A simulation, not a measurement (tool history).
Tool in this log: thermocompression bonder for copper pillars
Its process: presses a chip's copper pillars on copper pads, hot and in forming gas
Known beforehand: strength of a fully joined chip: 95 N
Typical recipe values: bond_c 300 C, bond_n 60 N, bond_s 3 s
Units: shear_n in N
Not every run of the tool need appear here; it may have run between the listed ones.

{"run": 1, "hour": 0.0, "bond_c": 300, "bond_n": 60, "bond_s": 3, "shear_n": 51.8}
{"run": 2, "hour": 17.1, "bond_c": 300, "bond_n": 60, "bond_s": 3, "shear_n": 51.8}
{"run": 3, "hour": 34.9, "bond_c": 291, "bond_n": 60, "bond_s": 3, "shear_n": 46.9}
{"run": 4, "hour": 47.3, "bond_c": 291, "bond_n": 60, "bond_s": 3, "shear_n": 46.9}
{"run": 5, "hour": 67.0, "bond_c": 300, "bond_n": 60, "bond_s": 2, "shear_n": 45.2}
{"run": 6, "hour": 79.6, "bond_c": 300, "bond_n": 60, "bond_s": 2, "shear_n": 44.7}
{"run": 7, "hour": 94.8, "bond_c": 300, "bond_n": 60, "bond_s": 2, "shear_n": 44.7}
{"run": 8, "hour": 108.6, "bond_c": 300, "bond_n": 60, "bond_s": 2, "shear_n": 45.0}
{"run": 9, "hour": 124.2, "bond_c": 300, "bond_n": 60, "bond_s": 2, "shear_n": 44.3}
{"run": 10, "hour": 139.5, "bond_c": 300, "bond_n": 60, "bond_s": 2, "shear_n": 44.6}
{"run": 11, "hour": 154.6, "bond_c": 300, "bond_n": 60, "bond_s": 6, "shear_n": 61.7}
{"run": 12, "hour": 162.9, "bond_c": 300, "bond_n": 52, "bond_s": 6, "shear_n": 58.5}
{"run": 13, "hour": 180.6, "bond_c": 300, "bond_n": 82, "bond_s": 6, "shear_n": 66.7}
{"hour": 195.8, "done": "forming gas filter changed"}
{"run": 14, "hour": 200.7, "bond_c": 300, "bond_n": 82, "bond_s": 6, "shear_n": 74.9}
{"run": 15, "hour": 217.3, "bond_c": 300, "bond_n": 82, "bond_s": 6, "shear_n": 75.9}
{"run": 16, "hour": 235.7, "bond_c": 321, "bond_n": 60, "bond_s": 3, "shear_n": 67.3}
{"run": 17, "hour": 251.0, "bond_c": 321, "bond_n": 60, "bond_s": 3, "shear_n": 66.1}
{"run": 18, "hour": 259.8, "bond_c": 321, "bond_n": 60, "bond_s": 3, "shear_n": 66.9}
{"run": 19, "hour": 273.2, "bond_c": 321, "bond_n": 60, "bond_s": 3, "shear_n": 67.1}
{"run": 20, "hour": 284.4, "bond_c": 321, "bond_n": 60, "bond_s": 3, "shear_n": 66.5}
{"run": 21, "hour": 303.0, "bond_c": 290, "bond_n": 44, "bond_s": 2, "shear_n": 37.1}
{"run": 22, "hour": 318.0, "bond_c": 290, "bond_n": 41, "bond_s": 2, "shear_n": 36.1}
{"run": 23, "hour": 335.3, "bond_c": 290, "bond_n": 41, "bond_s": 2, "shear_n": 35.6}
{"hour": 338.7, "done": "heater calibrated with a thermocouple chip"}
{"run": 24, "hour": 350.5, "bond_c": 300, "bond_n": 41, "bond_s": 3, "shear_n": 47.1}
{"run": 25, "hour": 359.3, "bond_c": 300, "bond_n": 41, "bond_s": 3, "shear_n": 47.0}
{"run": 26, "hour": 368.6, "bond_c": 300, "bond_n": 41, "bond_s": 3, "shear_n": 47.0}
{"run": 27, "hour": 387.6, "bond_c": 328, "bond_n": 41, "bond_s": 6, "shear_n": 72.1}
{"run": 28, "hour": 399.6, "bond_c": 300, "bond_n": 42, "bond_s": 8, "shear_n": 62.9}
{"run": 29, "hour": 410.6, "bond_c": 286, "bond_n": 51, "bond_s": 5, "shear_n": 52.1}
{"run": 30, "hour": 419.4, "bond_c": 286, "bond_n": 51, "bond_s": 5, "shear_n": 52.0}
{"run": 31, "hour": 436.5, "bond_c": 286, "bond_n": 51, "bond_s": 5, "shear_n": 51.4}
{"run": 32, "hour": 446.7, "bond_c": 271, "bond_n": 44, "bond_s": 3, "shear_n": 33.8}
{"hour": 449.7, "done": "heater calibrated with a thermocouple chip, once more"}
{"run": 33, "hour": 460.0, "bond_c": 300, "bond_n": 43, "bond_s": 3, "shear_n": 45.2}
{"run": 34, "hour": 476.6, "bond_c": 300, "bond_n": 43, "bond_s": 3, "shear_n": 45.0}
{"run": 35, "hour": 486.6, "bond_c": 303, "bond_n": 48, "bond_s": 4, "shear_n": 53.6}
{"run": 36, "hour": 495.9, "bond_c": 288, "bond_n": 36, "bond_s": 5, "shear_n": 43.0}
{"run": 37, "hour": 514.9, "bond_c": 288, "bond_n": 36, "bond_s": 5, "shear_n": 42.9}
{"run": 38, "hour": 534.3, "bond_c": 320, "bond_n": 79, "bond_s": 2, "shear_n": 61.8}
{"run": 39, "hour": 542.4, "bond_c": 306, "bond_n": 79, "bond_s": 2, "shear_n": 54.5}

Table of differences, measured result less the result of that run with no hidden state. Run-to-run variation is the same in both. Gauge scatter possibly is not:
The tool's hidden condition here consists of: true temperature of the bond over the reading, C; force that reaches the chip, % of what is set; oxide that the forming gas leaves, % of the face; drift of the gauge itself on shear_n, %.
run=1 shear_n=-2.3
run=2 shear_n=-2.6
run=3 shear_n=-2.3
run=4 shear_n=-2.3
run=5 shear_n=-2.4
run=6 shear_n=-2.6
run=7 shear_n=-2.7
run=8 shear_n=-2.8
run=9 shear_n=-2.9
run=10 shear_n=-3.0
run=11 shear_n=-5.2
run=12 shear_n=-4.8
run=13 shear_n=-6.3
run=14 shear_n=+1.8
run=15 shear_n=+1.7
run=16 shear_n=+1.5
run=17 shear_n=+1.4
run=18 shear_n=+1.3
run=19 shear_n=+1.1
run=20 shear_n=+0.9
run=21 shear_n=+1.2
run=22 shear_n=+1.1
run=23 shear_n=+1.0
run=24 shear_n=+1.5
run=25 shear_n=+1.4
run=26 shear_n=+1.3
run=27 shear_n=-0.2
run=28 shear_n=+0.5
run=29 shear_n=+1.0
run=30 shear_n=+1.0
run=31 shear_n=+0.8
run=32 shear_n=+1.1
run=33 shear_n=-1.3
run=34 shear_n=-1.3
run=35 shear_n=-1.9
run=36 shear_n=-1.4
run=37 shear_n=-1.5
run=38 shear_n=-3.2
run=39 shear_n=-2.6

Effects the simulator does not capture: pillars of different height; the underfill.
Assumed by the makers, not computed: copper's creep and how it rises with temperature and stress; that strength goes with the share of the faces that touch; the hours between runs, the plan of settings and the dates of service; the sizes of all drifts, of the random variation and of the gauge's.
